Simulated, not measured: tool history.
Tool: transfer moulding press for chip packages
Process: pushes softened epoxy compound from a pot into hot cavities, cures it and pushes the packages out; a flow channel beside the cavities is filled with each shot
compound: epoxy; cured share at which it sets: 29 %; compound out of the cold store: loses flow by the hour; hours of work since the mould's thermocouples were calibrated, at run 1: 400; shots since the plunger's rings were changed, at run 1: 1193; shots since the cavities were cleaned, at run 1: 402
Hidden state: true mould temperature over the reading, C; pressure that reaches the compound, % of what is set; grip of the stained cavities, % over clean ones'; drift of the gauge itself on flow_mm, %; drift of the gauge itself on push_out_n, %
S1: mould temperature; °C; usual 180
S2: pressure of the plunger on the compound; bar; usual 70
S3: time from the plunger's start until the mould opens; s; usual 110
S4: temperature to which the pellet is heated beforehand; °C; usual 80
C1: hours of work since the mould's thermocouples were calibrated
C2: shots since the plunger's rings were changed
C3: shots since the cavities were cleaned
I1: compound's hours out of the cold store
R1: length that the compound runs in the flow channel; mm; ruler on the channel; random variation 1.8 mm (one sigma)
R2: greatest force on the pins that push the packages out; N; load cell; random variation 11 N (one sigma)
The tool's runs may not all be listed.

run 1 hour=0 | S1=180 S2=70 S3=110 S4=80 | C1=400 C2=1193 C3=402 | I1=23 | R1=498 R2=890
run 2 hour=56.7 | S1=180 S2=70 S3=110 S4=80 | C1=424 C2=1560 C3=769 | I1=22.9 | R1=498 R2=1041
-- hour=64.7 cavities cleaned with cleaning compound and waxed
run 3 hour=101.2 | S1=180 S2=70 S3=110 S4=80 | C1=442 C2=1838 C3=236 | I1=18.3 | R1=500 R2=801
run 4 hour=171 | S1=180 S2=70 S3=110 S4=80 | C1=471 C2=2289 C3=687 | I1=17.6 | R1=499 R2=1015
-- hour=191.5 cavities cleaned with cleaning compound and waxed
run 5 hour=236.7 | S1=180 S2=70 S3=110 S4=80 | C1=498 C2=2704 C3=292 | I1=45.7 | R1=454 R2=795
-- hour=288.7 plunger's sealing rings changed
run 6 hour=298.6 | S1=180 S2=70 S3=110 S4=80 | C1=523 C2=64 C3=676 | I1=8.4 | R1=533 R2=1018
-- hour=319.5 cavities cleaned with cleaning compound and waxed
run 7 hour=366.7 | S1=177 S2=70 S3=110 S4=80 | C1=551 C2=495 C3=305 | I1=36.9 | R1=490 R2=974
run 8 hour=431.2 | S1=174 S2=72.1 S3=124 S4=72 | C1=578 C2=912 C3=722 | I1=12.3 | R1=544 R2=1234
-- hour=443.7 cavities cleaned with cleaning compound and waxed
run 9 hour=473.9 | S1=174 S2=72.1 S3=124 S4=72 | C1=596 C2=1179 C3=196 | I1=38.2 | R1=501 R2=876
run 10 hour=531.8 | S1=174 S2=72.1 S3=124 S4=72 | C1=620 C2=1553 C3=570 | I1=42.8 | R1=488 R2=1117
-- hour=567.6 cavities cleaned with cleaning compound and waxed
run 11 hour=582.1 | S1=180 S2=54.2 S3=117 S4=81 | C1=641 C2=1868 C3=93 | I1=18 | R1=444 R2=603
run 12 hour=618.2 | S1=184 S2=70 S3=110 S4=89 | C1=656 C2=2101 C3=326 | I1=19.4 | R1=490 R2=741
run 13 hour=687.7 | S1=184 S2=70 S3=110 S4=89 | C1=685 C2=2551 C3=776 | I1=24.5 | R1=477 R2=888

Forecast each of these 4 alternatives for the next run:
-- hour=693.3 cavities cleaned with cleaning compound and waxed
run A hour=749.1 | S1=180 S2=63.9 S3=111 S4=82 | C1=710 C2=2938 C3=361 | I1=47.2 | R1=? R2=?
-- hour=693.3 cavities cleaned with cleaning compound and waxed
run B hour=749.1 | S1=177 S2=62.6 S3=141 S4=80 | C1=710 C2=2938 C3=361 | I1=30 | R1=? R2=?
-- hour=693.3 cavities cleaned with cleaning compound and waxed
run C hour=749.1 | S1=185 S2=70 S3=110 S4=77 | C1=710 C2=2938 C3=361 | I1=21.9 | R1=? R2=?
-- hour=693.3 cavities cleaned with cleaning compound and waxed
run D hour=749.1 | S1=174 S2=70 S3=110 S4=79 | C1=710 C2=2938 C3=361 | I1=43.7 | R1=? R2=?

run=A R1=429 R2=842
run=B R1=458 R2=731
run=C R1=479 R2=726
run=D R1=471 R2=1232
Without the tool's hidden state the same runs would have given:
run=A R1=447 R2=524
run=B R1=478 R2=460
run=C R1=499 R2=459
run=D R1=491 R2=739
